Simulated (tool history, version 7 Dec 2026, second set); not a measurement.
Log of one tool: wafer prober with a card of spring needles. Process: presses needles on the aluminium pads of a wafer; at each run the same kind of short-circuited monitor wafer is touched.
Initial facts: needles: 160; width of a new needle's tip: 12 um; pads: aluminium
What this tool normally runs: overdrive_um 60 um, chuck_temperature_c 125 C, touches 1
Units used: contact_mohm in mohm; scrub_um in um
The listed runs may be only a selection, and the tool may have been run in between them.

Run 1, hour 0.0: usual settings. Result: contact_mohm 298 mohm, scrub_um 14.04 um.
At hour 4.0: tips cleaned on abrasive film.
Run 2, hour 9.0: usual settings. Result: contact_mohm 300 mohm, scrub_um 14.06 um.
Run 3, hour 17.8: usual settings. Result: contact_mohm 306 mohm, scrub_um 14.03 um.
At hour 22.6: tips cleaned on abrasive film.
Run 4, hour 28.1: usual settings. Result: contact_mohm 299 mohm, scrub_um 14.11 um.
Run 5, hour 39.0: usual settings. Result: contact_mohm 301 mohm, scrub_um 14.07 um.
At hour 41.2: tips cleaned on abrasive film.
Run 6, hour 47.5: usual settings. Result: contact_mohm 298 mohm, scrub_um 14.04 um.
Run 7, hour 53.6: usual settings. Result: contact_mohm 301 mohm, scrub_um 14.06 um.
At hour 60.0: tips cleaned on abrasive film.
Run 8, hour 61.0: usual settings but chuck_temperature_c 47 C. Result: contact_mohm 275 mohm, scrub_um 14.09 um.
Run 9, hour 67.8: usual settings but chuck_temperature_c 47 C. Result: contact_mohm 276 mohm, scrub_um 14.08 um.
Run 10, hour 77.9: usual settings but overdrive_um 70 um. Result: contact_mohm 300 mohm, scrub_um 16.41 um.
At hour 79.1: tips cleaned on abrasive film.
Run 11, hour 86.5: usual settings but overdrive_um 70 um. Result: contact_mohm 302 mohm, scrub_um 16.41 um.
Run 12, hour 96.1: usual settings but touches 2. Result: contact_mohm 299 mohm, scrub_um 14.04 um.
At hour 97.3: tips cleaned on abrasive film.
Run 13, hour 107.9: usual settings but touches 2. Result: contact_mohm 302 mohm, scrub_um 14.09 um.
At hour 116.2: tips cleaned on abrasive film.
Run 14, hour 118.1: usual settings but touches 2. Result: contact_mohm 301 mohm, scrub_um 14.10 um.
Run 15, hour 128.1: usual settings but touches 2. Result: contact_mohm 304 mohm, scrub_um 14.06 um.
Run 16, hour 132.9: usual settings but touches 2. Result: contact_mohm 302 mohm, scrub_um 14.08 um.
At hour 135.0: tips cleaned on abrasive film.
Run 17, hour 138.9: usual settings. Result: contact_mohm 300 mohm, scrub_um 14.07 um.
Run 18, hour 146.4: usual settings but touches 2. Result: contact_mohm 300 mohm, scrub_um 14.01 um.
Run 19, hour 152.4: usual settings but overdrive_um 59 um, chuck_temperature_c 75 C. Result: contact_mohm 286 mohm, scrub_um 13.82 um.
At hour 153.3: tips cleaned on abrasive film.
Run 20, hour 161.2: usual settings but overdrive_um 59 um, chuck_temperature_c 75 C. Result: contact_mohm 290 mohm, scrub_um 13.81 um.
Run 21, hour 169.9: usual settings but overdrive_um 59 um, chuck_temperature_c 75 C. Result: contact_mohm 293 mohm, scrub_um 13.78 um.
At hour 172.1: tips cleaned on abrasive film.
Run 22, hour 176.2: usual settings but overdrive_um 59 um, chuck_temperature_c 29 C. Result: contact_mohm 265 mohm, scrub_um 13.80 um.
Run 23, hour 181.1: usual settings but overdrive_um 59 um, chuck_temperature_c 29 C. Result: contact_mohm 275 mohm, scrub_um 13.80 um.
At hour 190.9: tips cleaned on abrasive film.
Run 24, hour 191.3: usual settings but overdrive_um 54 um, chuck_temperature_c 84 C. Result: contact_mohm 288 mohm, scrub_um 12.62 um.
Run 25, hour 202.6: usual settings but overdrive_um 73 um, chuck_temperature_c 86 C. Result: contact_mohm 283 mohm, scrub_um 17.14 um.
At hour 209.7: tips cleaned on abrasive film.
Run 26, hour 210.8: usual settings but chuck_temperature_c 67 C, touches 2. Result: contact_mohm 275 mohm, scrub_um 14.06 um.
Run 27, hour 220.5: usual settings but overdrive_um 64 um, chuck_temperature_c 67 C. Result: contact_mohm 285 mohm, scrub_um 15.02 um.
Run 28, hour 226.9: usual settings but chuck_temperature_c 41 C. Result: contact_mohm 274 mohm, scrub_um 14.05 um.
At hour 228.0: tips cleaned on abrasive film.
Run 29, hour 237.1: usual settings but chuck_temperature_c 41 C. Result: contact_mohm 277 mohm, scrub_um 14.12 um.
Run 30, hour 245.5: usual settings. Result: contact_mohm 304 mohm, scrub_um 14.08 um.
At hour 246.3: tips cleaned on abrasive film.
Run 31, hour 256.6: usual settings but overdrive_um 42 um, chuck_temperature_c 46 C, touches 2. Result: contact_mohm 281 mohm, scrub_um 9.83 um.
At hour 264.5: tips cleaned on abrasive film.
Run 32, hour 267.8: usual settings but overdrive_um 46 um, chuck_temperature_c 75 C, touches 2. Result: contact_mohm 288 mohm, scrub_um 10.77 um.
Run 33, hour 276.0: usual settings but overdrive_um 46 um, chuck_temperature_c 75 C, touches 2. Result: contact_mohm 291 mohm, scrub_um 10.79 um.
Run 34, hour 282.4: usual settings but overdrive_um 42 um. Result: contact_mohm 304 mohm, scrub_um 9.88 um.

Each row is a separate what-if for the run after 34, all from the same tool condition, not one after another. Results?
At hour 283.2: tips cleaned on abrasive film.
Run A, hour 292.2: usual settings but overdrive_um 66 um. Result: contact_mohm ?, scrub_um ?.
At hour 283.2: tips cleaned on abrasive film.
Run B, hour 292.2: usual settings but overdrive_um 57 um, chuck_temperature_c 34 C. Result: contact_mohm ?, scrub_um ?.
At hour 283.2: tips cleaned on abrasive film.
Run C, hour 292.2: usual settings but overdrive_um 77 um, chuck_temperature_c 57 C. Result: contact_mohm ?, scrub_um ?.
At hour 283.2: tips cleaned on abrasive film.
Run D, hour 292.2: usual settings but overdrive_um 53 um, chuck_temperature_c 54 C. Result: contact_mohm ?, scrub_um ?.

run  contact_mohm  scrub_um
  A           300     15.44
  B           272     13.37
  C           283     18.08
  D           282     12.41
What these runs would have given with no unlogged condition in the tool:
run  contact_mohm  scrub_um
  A           299     15.44
  B           271     13.38
  C           282     18.08
  D           282     12.42
